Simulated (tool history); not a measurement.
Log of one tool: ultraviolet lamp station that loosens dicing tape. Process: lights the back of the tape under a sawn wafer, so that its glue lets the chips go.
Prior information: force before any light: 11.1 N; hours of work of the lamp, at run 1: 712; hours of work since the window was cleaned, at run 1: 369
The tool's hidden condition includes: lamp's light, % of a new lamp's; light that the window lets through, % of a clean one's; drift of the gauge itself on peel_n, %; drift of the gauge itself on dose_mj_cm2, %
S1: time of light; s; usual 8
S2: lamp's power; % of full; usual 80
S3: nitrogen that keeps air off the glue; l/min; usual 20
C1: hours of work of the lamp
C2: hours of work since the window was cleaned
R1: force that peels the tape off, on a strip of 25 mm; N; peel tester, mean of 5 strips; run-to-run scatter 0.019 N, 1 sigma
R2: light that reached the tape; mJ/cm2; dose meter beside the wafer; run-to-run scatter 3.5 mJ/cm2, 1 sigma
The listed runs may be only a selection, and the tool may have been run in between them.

Run 1, hour 0: usual settings; C1 712; C2 369. Result: R1 0.932 N, R2 576 mJ/cm2.
Run 2, hour 39.7: usual settings; C1 732; C2 388. Result: R1 0.906 N, R2 564 mJ/cm2.
Run 3, hour 83.7: usual settings but S3 9 l/min; C1 754; C2 410. Result: R1 1.418 N, R2 572 mJ/cm2.
Run 4, hour 133.5: usual settings but S1 16 s; C1 779; C2 435. Result: R1 0.165 N, R2 1135 mJ/cm2.
Run 5, hour 160.8: usual settings but S1 16 s; C1 792; C2 449. Result: R1 0.174 N, R2 1145 mJ/cm2.
Run 6, hour 204.8: usual settings but S1 16 s; C1 814; C2 471. Result: R1 0.163 N, R2 1136 mJ/cm2.
Run 7, hour 260.2: usual settings but S1 16 s; C1 842; C2 498. Result: R1 0.172 N, R2 1145 mJ/cm2.
Run 8, hour 288.1: usual settings but S1 16 s; C1 856; C2 512. Result: R1 0.168 N, R2 1148 mJ/cm2.
Run 9, hour 324.9: usual settings but S1 16 s; C1 874; C2 531. Result: R1 0.165 N, R2 1136 mJ/cm2.
Run 10, hour 360.3: usual settings but S1 16 s; C1 892; C2 548. Result: R1 0.161 N, R2 1140 mJ/cm2.
Run 11, hour 390.7: usual settings but S1 16 s; C1 907; C2 563. Result: R1 0.173 N, R2 1137 mJ/cm2.
At hour 410.8: window cleaned of glue's vapour.
Run 12, hour 416.5: usual settings but S1 16 s; C1 920; C2 3. Result: R1 0.162 N, R2 1152 mJ/cm2.
Run 13, hour 439.7: usual settings; C1 931; C2 14. Result: R1 0.956 N, R2 564 mJ/cm2.
Run 14, hour 479.3: usual settings; C1 951; C2 34. Result: R1 0.968 N, R2 572 mJ/cm2.
Run 15, hour 508.5: usual settings; C1 966; C2 49. Result: R1 0.915 N, R2 562 mJ/cm2.
Run 16, hour 554.2: usual settings but S2 75 % of full; C1 988; C2 71. Result: R1 1.053 N, R2 536 mJ/cm2.
Run 17, hour 584.9: usual settings; C1 1004; C2 87. Result: R1 0.939 N, R2 577 mJ/cm2.
Run 18, hour 610.1: usual settings but S2 61 % of full; C1 1016; C2 99. Result: R1 1.577 N, R2 435 mJ/cm2.
Run 19, hour 635.7: usual settings but S2 87 % of full; C1 1029; C2 112. Result: R1 0.749 N, R2 620 mJ/cm2.
Run 20, hour 676.3: usual settings but S2 87 % of full; C1 1049; C2 132. Result: R1 0.745 N, R2 621 mJ/cm2.
Run 21, hour 711: usual settings but S2 87 % of full; C1 1067; C2 150. Result: R1 0.784 N, R2 620 mJ/cm2.
Run 22, hour 765.6: usual settings but S1 5 s, S2 91 % of full, S3 39 l/min; C1 1094; C2 177. Result: R1 1.449 N, R2 406 mJ/cm2.
Run 23, hour 822.1: usual settings but S1 7 s, S2 82 % of full, S3 10 l/min; C1 1122; C2 205. Result: R1 1.691 N, R2 505 mJ/cm2.
Run 24, hour 871.9: usual settings but S1 7 s, S2 82 % of full, S3 10 l/min; C1 1147; C2 230. Result: R1 1.742 N, R2 513 mJ/cm2.
Run 25, hour 897.5: usual settings but S1 7 s, S2 68 % of full, S3 6 l/min; C1 1160; C2 243. Result: R1 2.916 N, R2 426 mJ/cm2.
Run 26, hour 954.1: usual settings but S2 81 % of full; C1 1188; C2 271. Result: R1 0.922 N, R2 576 mJ/cm2.
Run 27, hour 1009.9: usual settings but S1 5 s, S2 76 % of full, S3 36 l/min; C1 1216; C2 299. Result: R1 2.047 N, R2 338 mJ/cm2.
Run 28, hour 1053.8: usual settings but S1 10 s, S2 87 % of full, S3 7 l/min; C1 1238; C2 321. Result: R1 0.895 N, R2 786 mJ/cm2.
Run 29, hour 1093.6: usual settings but S2 96 % of full, S3 32 l/min; C1 1257; C2 340. Result: R1 0.472 N, R2 683 mJ/cm2.
Run 30, hour 1150.2: usual settings but S1 10 s, S3 12 l/min; C1 1286; C2 369. Result: R1 0.728 N, R2 711 mJ/cm2.
Run 31, hour 1185.1: usual settings but S1 10 s, S3 12 l/min; C1 1303; C2 386. Result: R1 0.726 N, R2 716 mJ/cm2.
Run 32, hour 1234.1: usual settings but S1 10 s, S3 12 l/min; C1 1327; C2 411. Result: R1 0.738 N, R2 707 mJ/cm2.
Run 33, hour 1262.8: usual settings but S1 10 s, S3 12 l/min; C1 1342; C2 425. Result: R1 0.743 N, R2 717 mJ/cm2.
Run 34, hour 1311.2: usual settings but S1 5 s, S2 87 % of full, S3 26 l/min; C1 1366; C2 449. Result: R1 1.866 N, R2 387 mJ/cm2.
Run 35, hour 1363.3: usual settings but S1 13 s, S2 67 % of full, S3 8 l/min; C1 1392; C2 475. Result: R1 0.809 N, R2 771 mJ/cm2.
At hour 1376.1: lamp changed.
Run 36, hour 1420.9: usual settings but S1 13 s, S2 67 % of full, S3 8 l/min; C1 22; C2 503. Result: R1 0.806 N, R2 769 mJ/cm2.
Run 37, hour 1456.6: usual settings but S1 13 s, S2 67 % of full, S3 36 l/min; C1 40; C2 521. Result: R1 0.319 N, R2 778 mJ/cm2.
Run 38, hour 1496.9: usual settings but S2 90 % of full, S3 31 l/min; C1 60; C2 541. Result: R1 0.572 N, R2 635 mJ/cm2.
Run 39, hour 1524.1: usual settings but S2 90 % of full, S3 31 l/min; C1 74; C2 555. Result: R1 0.558 N, R2 638 mJ/cm2.
At hour 1560.8: window cleaned of glue's vapour.
Run 40, hour 1576.3: usual settings but S2 90 % of full, S3 31 l/min; C1 100; C2 8. Result: R1 0.564 N, R2 648 mJ/cm2.

Across each entry between runs, compare the hidden state at the last listed run before it with the hidden state at the first listed run after it:
After run 11, before run 12: window cleaned of glue's vapour (hour 410.8)
  both runs share identical hidden conditions
After run 35, before run 36: lamp changed (hour 1376.1)
  lamp's light, % of a new lamp's: 99.8 -> 100
After run 39, before run 40: window cleaned of glue's vapour (hour 1560.8)
  both runs share identical hidden conditions

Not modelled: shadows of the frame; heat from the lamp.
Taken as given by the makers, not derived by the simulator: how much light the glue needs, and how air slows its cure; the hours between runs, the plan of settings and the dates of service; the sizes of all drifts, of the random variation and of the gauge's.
